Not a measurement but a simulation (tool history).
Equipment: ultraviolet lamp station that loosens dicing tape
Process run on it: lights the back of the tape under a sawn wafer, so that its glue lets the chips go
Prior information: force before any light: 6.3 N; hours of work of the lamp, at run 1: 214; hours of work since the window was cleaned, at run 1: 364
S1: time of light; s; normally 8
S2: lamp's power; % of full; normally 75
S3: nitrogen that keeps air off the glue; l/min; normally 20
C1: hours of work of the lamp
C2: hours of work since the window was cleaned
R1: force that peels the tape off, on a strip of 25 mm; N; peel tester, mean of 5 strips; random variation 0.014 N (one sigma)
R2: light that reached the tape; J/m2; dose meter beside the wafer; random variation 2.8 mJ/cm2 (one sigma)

{"run": 1, "day": 0.0, "S1": 8, "S2": 75, "S3": 20, "C1": 214, "C2": 364, "R1": 0.82, "R2": 3470}
{"run": 2, "day": 0.596, "S1": 8, "S2": 75, "S3": 40, "C1": 222, "C2": 372, "R1": 0.57, "R2": 3510}
{"run": 3, "day": 1.329, "S1": 8, "S2": 75, "S3": 40, "C1": 232, "C2": 382, "R1": 0.584, "R2": 3510}
{"run": 4, "day": 1.892, "S1": 8, "S2": 75, "S3": 36, "C1": 239, "C2": 390, "R1": 0.619, "R2": 3490}
{"run": 5, "day": 2.633, "S1": 8, "S2": 75, "S3": 36, "C1": 249, "C2": 400, "R1": 0.62, "R2": 3450}
{"day": 2.988, "done": "window cleaned of glue's vapour"}
{"run": 6, "day": 3.004, "S1": 8, "S2": 75, "S3": 20, "C1": 254, "C2": 0, "R1": 0.935, "R2": 3310}
{"run": 7, "day": 3.767, "S1": 8, "S2": 75, "S3": 18, "C1": 264, "C2": 10, "R1": 1.009, "R2": 3320}
{"run": 8, "day": 4.271, "S1": 8, "S2": 75, "S3": 18, "C1": 271, "C2": 17, "R1": 1.01, "R2": 3280}
{"run": 9, "day": 4.829, "S1": 8, "S2": 75, "S3": 18, "C1": 278, "C2": 25, "R1": 1.018, "R2": 3280}
{"run": 10, "day": 5.521, "S1": 8, "S2": 75, "S3": 18, "C1": 288, "C2": 34, "R1": 1.045, "R2": 3290}
{"run": 11, "day": 6.342, "S1": 8, "S2": 75, "S3": 18, "C1": 299, "C2": 45, "R1": 0.994, "R2": 3250}
{"run": 12, "day": 6.783, "S1": 8, "S2": 75, "S3": 18, "C1": 305, "C2": 51, "R1": 1.042, "R2": 3220}
{"run": 13, "day": 7.2, "S1": 8, "S2": 75, "S3": 18, "C1": 310, "C2": 57, "R1": 1.061, "R2": 3170}
{"day": 7.292, "done": "window cleaned of glue's vapour, once more"}
{"run": 14, "day": 7.996, "S1": 8, "S2": 75, "S3": 20, "C1": 321, "C2": 9, "R1": 0.831, "R2": 3640}
{"run": 15, "day": 8.646, "S1": 8, "S2": 75, "S3": 6, "C1": 329, "C2": 18, "R1": 1.712, "R2": 3540}
{"run": 16, "day": 9.05, "S1": 8, "S2": 75, "S3": 6, "C1": 335, "C2": 24, "R1": 1.677, "R2": 3640}
{"run": 17, "day": 9.788, "S1": 8, "S2": 75, "S3": 8, "C1": 345, "C2": 34, "R1": 1.487, "R2": 3550}
{"run": 18, "day": 10.196, "S1": 8, "S2": 75, "S3": 20, "C1": 350, "C2": 39, "R1": 0.827, "R2": 3600}
{"run": 19, "day": 10.746, "S1": 8, "S2": 75, "S3": 20, "C1": 358, "C2": 46, "R1": 0.839, "R2": 3560}
{"run": 20, "day": 11.346, "S1": 8, "S2": 75, "S3": 29, "C1": 366, "C2": 54, "R1": 0.661, "R2": 3590}
{"run": 21, "day": 12.104, "S1": 8, "S2": 65, "S3": 26, "C1": 376, "C2": 65, "R1": 0.911, "R2": 3010}
{"run": 22, "day": 12.862, "S1": 8, "S2": 63, "S3": 30, "C1": 386, "C2": 75, "R1": 0.906, "R2": 2940}
{"run": 23, "day": 13.383, "S1": 8, "S2": 63, "S3": 30, "C1": 393, "C2": 82, "R1": 0.895, "R2": 2960}
{"run": 24, "day": 14.188, "S1": 13, "S2": 67, "S3": 20, "C1": 404, "C2": 93, "R1": 0.462, "R2": 5100}
{"run": 25, "day": 14.654, "S1": 12, "S2": 75, "S3": 12, "C1": 410, "C2": 99, "R1": 0.588, "R2": 5210}
{"run": 26, "day": 15.146, "S1": 8, "S2": 75, "S3": 20, "C1": 417, "C2": 105, "R1": 0.848, "R2": 3460}
{"run": 27, "day": 15.833, "S1": 8, "S2": 75, "S3": 20, "C1": 426, "C2": 115, "R1": 0.867, "R2": 3460}
{"run": 28, "day": 16.262, "S1": 8, "S2": 75, "S3": 20, "C1": 432, "C2": 120, "R1": 0.887, "R2": 3410}
{"run": 29, "day": 16.629, "S1": 8, "S2": 75, "S3": 20, "C1": 437, "C2": 125, "R1": 0.852, "R2": 3430}
{"run": 30, "day": 17.121, "S1": 11, "S2": 79, "S3": 17, "C1": 443, "C2": 132, "R1": 0.533, "R2": 4890}
{"run": 31, "day": 17.504, "S1": 8, "S2": 61, "S3": 16, "C1": 448, "C2": 137, "R1": 1.397, "R2": 2770}
{"run": 32, "day": 17.896, "S1": 9, "S2": 61, "S3": 21, "C1": 454, "C2": 142, "R1": 0.977, "R2": 3130}
{"run": 33, "day": 18.312, "S1": 4, "S2": 82, "S3": 16, "C1": 459, "C2": 148, "R1": 2.215, "R2": 1820}
{"run": 34, "day": 18.767, "S1": 5, "S2": 78, "S3": 20, "C1": 465, "C2": 154, "R1": 1.645, "R2": 2210}
{"run": 35, "day": 19.279, "S1": 8, "S2": 71, "S3": 6, "C1": 472, "C2": 161, "R1": 2.0, "R2": 3200}
{"run": 36, "day": 19.946, "S1": 8, "S2": 98, "S3": 20, "C1": 481, "C2": 170, "R1": 0.559, "R2": 4350}
{"run": 37, "day": 20.321, "S1": 8, "S2": 82, "S3": 26, "C1": 486, "C2": 175, "R1": 0.68, "R2": 3730}
{"run": 38, "day": 20.696, "S1": 8, "S2": 82, "S3": 26, "C1": 491, "C2": 180, "R1": 0.671, "R2": 3660}
{"run": 39, "day": 21.35, "S1": 8, "S2": 85, "S3": 9, "C1": 500, "C2": 189, "R1": 1.266, "R2": 3820}

Branching from run 39: 4 alternative next runs. What would each branch give?
{"run": "A", "day": 22.158, "S1": 8, "S2": 73, "S3": 14, "C1": 511, "C2": 200, "R1": "?", "R2": "?"}
{"run": "B", "day": 22.158, "S1": 8, "S2": 60, "S3": 13, "C1": 511, "C2": 200, "R1": "?", "R2": "?"}
{"run": "C", "day": 22.158, "S1": 8, "S2": 69, "S3": 21, "C1": 511, "C2": 200, "R1": "?", "R2": "?"}
{"run": "D", "day": 22.158, "S1": 8, "S2": 62, "S3": 22, "C1": 511, "C2": 200, "R1": "?", "R2": "?"}

run=A R1=1.199 R2=3230
run=B R1=1.650 R2=2660
run=C R1=1.031 R2=3050
run=D R1=1.173 R2=2780
Had the tool no hidden state, the same runs would have come out as:
run=A R1=0.894 R2=3890
run=B R1=1.284 R2=3200
run=C R1=0.759 R2=3670
run=D R1=0.874 R2=3340
